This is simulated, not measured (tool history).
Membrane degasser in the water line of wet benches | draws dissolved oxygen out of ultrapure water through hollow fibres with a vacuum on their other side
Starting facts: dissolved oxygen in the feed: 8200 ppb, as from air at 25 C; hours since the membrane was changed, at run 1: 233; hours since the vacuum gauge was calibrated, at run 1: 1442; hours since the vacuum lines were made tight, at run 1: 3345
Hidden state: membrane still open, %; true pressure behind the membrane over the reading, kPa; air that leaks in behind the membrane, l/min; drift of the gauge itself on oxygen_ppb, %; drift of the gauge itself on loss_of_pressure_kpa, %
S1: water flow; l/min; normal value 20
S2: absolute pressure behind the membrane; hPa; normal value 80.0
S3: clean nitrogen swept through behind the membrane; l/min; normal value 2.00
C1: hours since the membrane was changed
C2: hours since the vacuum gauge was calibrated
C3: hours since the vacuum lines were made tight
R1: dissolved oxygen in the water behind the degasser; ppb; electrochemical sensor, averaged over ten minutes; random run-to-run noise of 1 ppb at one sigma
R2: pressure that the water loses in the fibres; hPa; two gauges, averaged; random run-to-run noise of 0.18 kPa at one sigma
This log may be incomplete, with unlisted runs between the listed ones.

Run 1, hour 0.0: usual settings; C1 233; C2 1442; C3 3345. Result: R1 126.6 ppb, R2 299.9 hPa.
Run 2, hour 77.5: usual settings; C1 310; C2 1520; C3 3423. Result: R1 127.0 ppb, R2 298.7 hPa.
Run 3, hour 140.6: usual settings; C1 373; C2 1583; C3 3486. Result: R1 129.0 ppb, R2 302.5 hPa.
Run 4, hour 219.5: usual settings; C1 452; C2 1662; C3 3565. Result: R1 128.7 ppb, R2 301.6 hPa.
Run 5, hour 288.3: usual settings; C1 521; C2 1731; C3 3634. Result: R1 127.2 ppb, R2 303.1 hPa.
Run 6, hour 329.1: usual settings; C1 562; C2 1772; C3 3674. Result: R1 128.0 ppb, R2 302.5 hPa.
Run 7, hour 380.2: usual settings but S3 2.78 l/min; C1 613; C2 1823; C3 3725. Result: R1 97.7 ppb, R2 303.8 hPa.
Run 8, hour 454.1: usual settings but S3 2.78 l/min; C1 687; C2 1897; C3 3799. Result: R1 97.5 ppb, R2 302.4 hPa.
Run 9, hour 520.0: usual settings but S3 2.78 l/min; C1 753; C2 1962; C3 3865. Result: R1 98.9 ppb, R2 304.7 hPa.
Run 10, hour 562.0: usual settings; C1 795; C2 2004; C3 3907. Result: R1 127.7 ppb, R2 303.6 hPa.
Run 11, hour 604.8: usual settings but S3 0.92 l/min; C1 838; C2 2047; C3 3950. Result: R1 239.3 ppb, R2 304.4 hPa.
Run 12, hour 674.4: usual settings but S3 0.92 l/min; C1 907; C2 2117; C3 4020. Result: R1 237.8 ppb, R2 304.0 hPa.
Run 13, hour 712.2: usual settings but S3 0.92 l/min; C1 945; C2 2155; C3 4057. Result: R1 238.8 ppb, R2 305.6 hPa.
Run 14, hour 786.3: usual settings but S3 0.92 l/min; C1 1019; C2 2229; C3 4132. Result: R1 240.9 ppb, R2 299.3 hPa.
Run 15, hour 835.6: usual settings but S3 0.92 l/min; C1 1068; C2 2278; C3 4181. Result: R1 242.6 ppb, R2 302.9 hPa.
Run 16, hour 904.6: usual settings but S1 18 l/min, S3 0.92 l/min; C1 1137; C2 2347; C3 4250. Result: R1 215.3 ppb, R2 275.4 hPa.
Run 17, hour 952.9: usual settings but S1 25 l/min; C1 1186; C2 2395; C3 4298. Result: R1 169.8 ppb, R2 376.5 hPa.
Run 18, hour 1036.0: usual settings but S1 31 l/min, S2 58.0 hPa, S3 3.64 l/min; C1 1269; C2 2478; C3 4381. Result: R1 117.3 ppb, R2 469.5 hPa.
Run 19, hour 1094.5: usual settings but S1 17 l/min, S2 133.6 hPa, S3 3.64 l/min; C1 1327; C2 2537; C3 4440. Result: R1 124.9 ppb, R2 257.1 hPa.
Run 20, hour 1149.6: usual settings but S1 17 l/min, S2 133.6 hPa, S3 3.64 l/min; C1 1382; C2 2592; C3 4495. Result: R1 125.7 ppb, R2 259.9 hPa.
Run 21, hour 1189.3: usual settings but S1 14 l/min, S2 173.2 hPa, S3 1.40 l/min; C1 1422; C2 2632; C3 4535. Result: R1 327.8 ppb, R2 215.1 hPa.
Run 22, hour 1245.1: usual settings but S1 14 l/min, S2 173.2 hPa, S3 1.40 l/min; C1 1478; C2 2688; C3 4590. Result: R1 330.3 ppb, R2 213.8 hPa.
Run 23, hour 1281.6: usual settings but S1 14 l/min, S2 173.2 hPa, S3 1.40 l/min; C1 1514; C2 2724; C3 4627. Result: R1 328.6 ppb, R2 214.1 hPa.
Run 24, hour 1360.2: usual settings but S1 13 l/min, S2 173.2 hPa, S3 3.53 l/min; C1 1593; C2 2803; C3 4706. Result: R1 130.3 ppb, R2 196.3 hPa.
Run 25, hour 1421.3: usual settings but S1 12 l/min; C1 1654; C2 2864; C3 4767. Result: R1 73.3 ppb, R2 184.3 hPa.
Run 26, hour 1467.9: usual settings but S1 16 l/min, S2 100.2 hPa; C1 1701; C2 2910; C3 4813. Result: R1 136.4 ppb, R2 243.3 hPa.
Run 27, hour 1546.5: usual settings but S1 29 l/min, S2 123.9 hPa, S3 3.12 l/min; C1 1779; C2 2989; C3 4892. Result: R1 251.4 ppb, R2 438.7 hPa.
Run 28, hour 1615.2: usual settings but S1 26 l/min, S2 162.9 hPa, S3 2.95 l/min; C1 1848; C2 3058; C3 4961. Result: R1 301.6 ppb, R2 395.2 hPa.
Run 29, hour 1675.2: usual settings but S1 26 l/min, S2 162.9 hPa, S3 2.95 l/min; C1 1908; C2 3118; C3 5020. Result: R1 305.5 ppb, R2 398.2 hPa.
Run 30, hour 1743.8: usual settings but S1 12 l/min, S2 183.9 hPa, S3 2.95 l/min; C1 1977; C2 3186; C3 5089. Result: R1 155.7 ppb, R2 182.7 hPa.
Run 31, hour 1790.8: usual settings but S1 23 l/min, S2 127.5 hPa; C1 2023; C2 3233; C3 5136. Result: R1 281.1 ppb, R2 354.5 hPa.
Run 32, hour 1835.5: usual settings but S1 27 l/min, S2 127.5 hPa, S3 1.82 l/min; C1 2068; C2 3278; C3 5181. Result: R1 357.4 ppb, R2 410.7 hPa.

Table of differences, measured result less the result of that run with no hidden state. Run-to-run variation is the same in both. Gauge scatter possibly is not:
run    R1    R2
  1  +0.9  +0.5
  2  +1.1  +0.7
  3  +1.2  +0.9
  4  +1.3  +1.1
  5  +1.3  +1.2
  6  +1.3  +1.3
  7  +1.2  +1.4
  8  +1.3  +1.6
  9  +1.4  +1.8
 10  +1.6  +1.8
 11  +2.4  +1.9
 12  +2.5  +2.1
 13  +2.6  +2.2
 14  +2.7  +2.3
 15  +2.9  +2.4
 16  +2.7  +2.4
 17  +3.0  +3.4
 18  +3.8  +4.5
 19  +1.9  +2.6
 20  +1.9  +2.7
 21  +3.6  +2.3
 22  +3.7  +2.4
 23  +3.8  +2.5
 24  +2.0  +2.4
 25  +1.6  +2.3
 26  +2.4  +3.2
 27  +5.2  +6.0
 28  +4.8  +5.6
 29  +5.0  +5.8
 30  +2.6  +2.8
 31  +4.8  +5.5
 32  +6.1  +6.5

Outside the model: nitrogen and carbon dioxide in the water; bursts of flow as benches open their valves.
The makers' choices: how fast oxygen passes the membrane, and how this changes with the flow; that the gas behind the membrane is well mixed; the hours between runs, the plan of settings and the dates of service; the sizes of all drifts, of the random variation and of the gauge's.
